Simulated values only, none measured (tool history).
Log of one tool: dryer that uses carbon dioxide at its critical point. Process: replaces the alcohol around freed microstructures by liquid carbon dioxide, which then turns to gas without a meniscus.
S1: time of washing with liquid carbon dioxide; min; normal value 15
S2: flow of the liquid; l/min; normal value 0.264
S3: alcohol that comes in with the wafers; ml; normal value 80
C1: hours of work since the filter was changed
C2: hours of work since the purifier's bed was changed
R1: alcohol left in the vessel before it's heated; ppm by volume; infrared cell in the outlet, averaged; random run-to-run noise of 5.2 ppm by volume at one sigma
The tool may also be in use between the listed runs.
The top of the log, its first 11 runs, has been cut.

run,hour,S1,S2,S3,C1,C2,R1
12,244.8,15,0.264,84,188,654,257
13,271.5,15,0.264,80,204,670,242
14,292.7,15,0.264,115,216,682,342
15,309,15,0.264,115,226,692,350
16,327.1,15,0.264,115,236,703,347
# hour 348.4: inlet filter changed
17,352.4,15,0.264,115,2,717,210
18,366.6,15,0.264,115,11,725,212
19,383.2,15,0.264,115,20,735,218
20,395.1,15,0.264,115,27,742,216
21,423.6,15,0.264,115,44,759,225
22,446.7,15,0.264,80,58,772,198
23,467.5,15,0.264,80,70,785,195
24,491.9,15,0.438,63,84,799,91
25,515.7,16,0.181,80,98,813,921
26,528,16,0.264,47,106,820,144
27,548.9,15,0.425,80,118,832,103
28,567.2,15,0.295,80,129,843,153

Predict the results of run 29:
29,587.2,15,0.403,93,141,855,?

For run 29 the tool returned R1 109 ppm by volume.
With no hidden state in the tool, this same run would have given R1 7 ppm by volume.
